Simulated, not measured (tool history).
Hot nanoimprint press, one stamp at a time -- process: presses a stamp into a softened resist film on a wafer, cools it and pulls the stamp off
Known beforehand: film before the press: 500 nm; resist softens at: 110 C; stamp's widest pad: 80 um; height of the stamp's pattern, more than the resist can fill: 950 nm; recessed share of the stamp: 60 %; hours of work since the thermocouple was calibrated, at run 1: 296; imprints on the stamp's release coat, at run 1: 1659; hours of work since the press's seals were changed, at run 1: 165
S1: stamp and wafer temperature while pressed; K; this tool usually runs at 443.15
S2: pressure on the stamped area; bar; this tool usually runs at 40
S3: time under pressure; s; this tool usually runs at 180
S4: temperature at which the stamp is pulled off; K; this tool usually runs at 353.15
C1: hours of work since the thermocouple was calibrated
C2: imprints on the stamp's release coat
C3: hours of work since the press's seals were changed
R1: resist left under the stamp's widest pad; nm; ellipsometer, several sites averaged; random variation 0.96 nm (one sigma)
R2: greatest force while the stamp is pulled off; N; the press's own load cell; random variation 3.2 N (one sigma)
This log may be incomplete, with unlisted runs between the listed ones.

run	day	S1	S2	S3	S4	C1	C2	C3	R1	R2
1	0	443.15	40	180	353.15	296	1659	165	254	149
2	0.7	443.15	40	180	353.15	305	1729	174	255.1	150
3	1.038	443.15	42.9	180	353.15	310	1763	179	246.4	155
4	1.517	443.15	42.9	180	353.15	316	1811	185	247.5	151
5	1.842	443.15	42.9	180	353.15	320	1843	190	245.1	153
6	2.304	443.15	42.9	180	353.15	326	1890	196	246.7	148
7	2.596	443.15	42.9	180	353.15	330	1919	200	247	149
8	2.929	443.15	42.9	180	353.15	335	1953	204	245.6	155
9	3.462	443.15	42.9	180	353.15	342	2006	211	248.2	152
10	3.862	443.15	42.9	180	353.15	347	2046	217	247.9	153
11	4.529	443.15	42.9	180	353.15	356	2113	226	247.6	150
12	5.217	443.15	40	180	350.15	365	2182	235	252.7	164
13	5.817	443.15	40	180	350.15	373	2242	243	252.7	161
14	6.1	433.15	40	180	353.15	377	2271	247	402.6	153
# day 6.771: stamp cleaned and given a new release coat
15	6.875	443.15	58.3	180	352.15	384	10	254	215.8	148
16	7.183	453.15	43.9	180	353.15	388	41	258	136.3	138
17	7.721	447.15	40	180	353.15	395	95	265	200.1	150
18	8.121	447.15	40	272	353.15	401	135	270	167.8	147
19	8.492	444.15	50.5	309	338.15	406	172	275	173.7	210
20	8.783	447.15	59.8	309	338.15	410	202	279	131	208
21	9.412	432.15	38.5	136	338.15	418	265	287	427.1	212
22	10.021	442.15	41.8	333	358.15	426	326	296	206.5	124
23	10.621	442.15	41.8	333	358.15	434	386	304	205.7	126
24	10.962	438.15	37.4	228	355.15	439	420	308	309.5	144
25	11.446	449.15	40	135	339.15	445	469	315	199.8	205

Each row is a separate what-if for the run after 25, all from the same tool condition, not one after another. Results?
A	12.092	432.15	40	300	345.15	454	533	323	?	?
B	12.092	443.15	56	180	351.15	454	533	323	?	?
C	12.092	449.15	28	256	339.15	454	533	323	?	?
D	12.092	452.15	40	130	345.15	454	533	323	?	?
E	12.092	443.15	40	135	339.15	454	533	323	?	?

run	R1	R2
A	373.9	190
B	218.2	159
C	179.9	203
D	171.8	179
E	274.9	202
With the hidden condition removed and each run's random variation left untouched, the same runs would have given:
run	R1	R2
A	381.4	189
B	222.5	158
C	183.4	203
D	175.2	179
E	280.4	201
